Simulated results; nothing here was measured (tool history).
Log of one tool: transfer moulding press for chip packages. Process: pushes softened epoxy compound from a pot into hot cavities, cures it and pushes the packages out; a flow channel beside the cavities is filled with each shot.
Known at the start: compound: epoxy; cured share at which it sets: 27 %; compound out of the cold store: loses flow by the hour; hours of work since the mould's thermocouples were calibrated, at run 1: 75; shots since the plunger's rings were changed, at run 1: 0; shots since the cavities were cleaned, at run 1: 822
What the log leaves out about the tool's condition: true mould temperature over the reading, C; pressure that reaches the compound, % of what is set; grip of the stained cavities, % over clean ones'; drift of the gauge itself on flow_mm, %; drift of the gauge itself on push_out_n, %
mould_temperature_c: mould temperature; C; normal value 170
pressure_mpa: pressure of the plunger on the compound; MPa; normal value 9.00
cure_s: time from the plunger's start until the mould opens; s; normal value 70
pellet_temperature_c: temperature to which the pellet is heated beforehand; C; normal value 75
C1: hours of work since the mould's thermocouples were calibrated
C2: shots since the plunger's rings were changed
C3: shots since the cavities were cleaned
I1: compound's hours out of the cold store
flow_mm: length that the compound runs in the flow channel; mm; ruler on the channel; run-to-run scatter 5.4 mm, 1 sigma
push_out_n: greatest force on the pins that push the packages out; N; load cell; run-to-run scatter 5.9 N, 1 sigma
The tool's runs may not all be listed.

Run 1, hour 0.0: usual settings; C1 75; C2 0; C3 822; I1 8.7. Result: flow_mm 645 mm, push_out_n 377 N.
At hour 11.0: cavities cleaned with cleaning compound and waxed.
Run 2, hour 11.0: usual settings; C1 79; C2 101; C3 0; I1 36.7. Result: flow_mm 585 mm, push_out_n 475 N.
Run 3, hour 20.5: usual settings but pellet_temperature_c 71 C; C1 83; C2 204; C3 103; I1 45.4. Result: flow_mm 565 mm, push_out_n 461 N.
Run 4, hour 32.8: usual settings but pellet_temperature_c 71 C; C1 88; C2 336; C3 235; I1 16.9. Result: flow_mm 627 mm, push_out_n 456 N.
At hour 47.8: cavities cleaned with cleaning compound and waxed, once more.
Run 5, hour 53.2: usual settings but pellet_temperature_c 71 C; C1 95; C2 538; C3 57; I1 35.7. Result: flow_mm 589 mm, push_out_n 248 N.
Run 6, hour 65.8: usual settings but pellet_temperature_c 71 C; C1 101; C2 674; C3 193; I1 27.4. Result: flow_mm 599 mm, push_out_n 277 N.
Run 7, hour 77.6: usual settings but pellet_temperature_c 78 C; C1 105; C2 800; C3 319; I1 30.5. Result: flow_mm 587 mm, push_out_n 306 N.
Run 8, hour 95.9: usual settings; C1 113; C2 998; C3 517; I1 30.5. Result: flow_mm 588 mm, push_out_n 331 N.
Run 9, hour 106.0: usual settings; C1 117; C2 1105; C3 624; I1 17.6. Result: flow_mm 616 mm, push_out_n 334 N.
Run 10, hour 114.7: usual settings but pressure_mpa 9.48 MPa; C1 120; C2 1199; C3 718; I1 27.1. Result: flow_mm 608 mm, push_out_n 368 N.
Run 11, hour 128.0: usual settings but mould_temperature_c 163 C, cure_s 78 s; C1 126; C2 1342; C3 861; I1 26.6. Result: flow_mm 610 mm, push_out_n 444 N.
At hour 134.3: cavities cleaned with cleaning compound and waxed.
Run 12, hour 141.4: usual settings but pressure_mpa 6.85 MPa, pellet_temperature_c 71 C; C1 131; C2 1469; C3 76; I1 24.8. Result: flow_mm 522 mm, push_out_n 235 N.
Run 13, hour 154.0: usual settings but pressure_mpa 6.85 MPa, pellet_temperature_c 71 C; C1 136; C2 1605; C3 212; I1 28.2. Result: flow_mm 518 mm, push_out_n 269 N.
Run 14, hour 163.0: usual settings but pressure_mpa 10.12 MPa, cure_s 109 s; C1 139; C2 1701; C3 308; I1 33.3. Result: flow_mm 613 mm, push_out_n 258 N.
Run 15, hour 179.4: usual settings but pressure_mpa 10.12 MPa, cure_s 109 s; C1 146; C2 1878; C3 485; I1 21.6. Result: flow_mm 627 mm, push_out_n 283 N.
Run 16, hour 187.9: usual settings but mould_temperature_c 169 C, pressure_mpa 7.84 MPa, cure_s 51 s, pellet_temperature_c 82 C; C1 149; C2 1969; C3 576; I1 21.5. Result: flow_mm 566 mm, push_out_n 645 N.
Run 17, hour 201.8: usual settings but mould_temperature_c 169 C, pressure_mpa 7.84 MPa, cure_s 91 s, pellet_temperature_c 82 C; C1 155; C2 2118; C3 725; I1 22.5. Result: flow_mm 560 mm, push_out_n 329 N.

Run 18, settings as shown, results not yet in. Your forecast:
At hour 220.9: cavities cleaned with cleaning compound and waxed.
Run 18, hour 220.9: usual settings but mould_temperature_c 176 C; C1 162; C2 2307; C3 0; I1 9.3. Result: flow_mm ?, push_out_n ?.

Run 18 produced flow_mm 619 mm, push_out_n 204 N.
If the tool had no hidden condition, the same run with the same run-to-run variation would have returned flow_mm 642 mm, push_out_n 200 N.

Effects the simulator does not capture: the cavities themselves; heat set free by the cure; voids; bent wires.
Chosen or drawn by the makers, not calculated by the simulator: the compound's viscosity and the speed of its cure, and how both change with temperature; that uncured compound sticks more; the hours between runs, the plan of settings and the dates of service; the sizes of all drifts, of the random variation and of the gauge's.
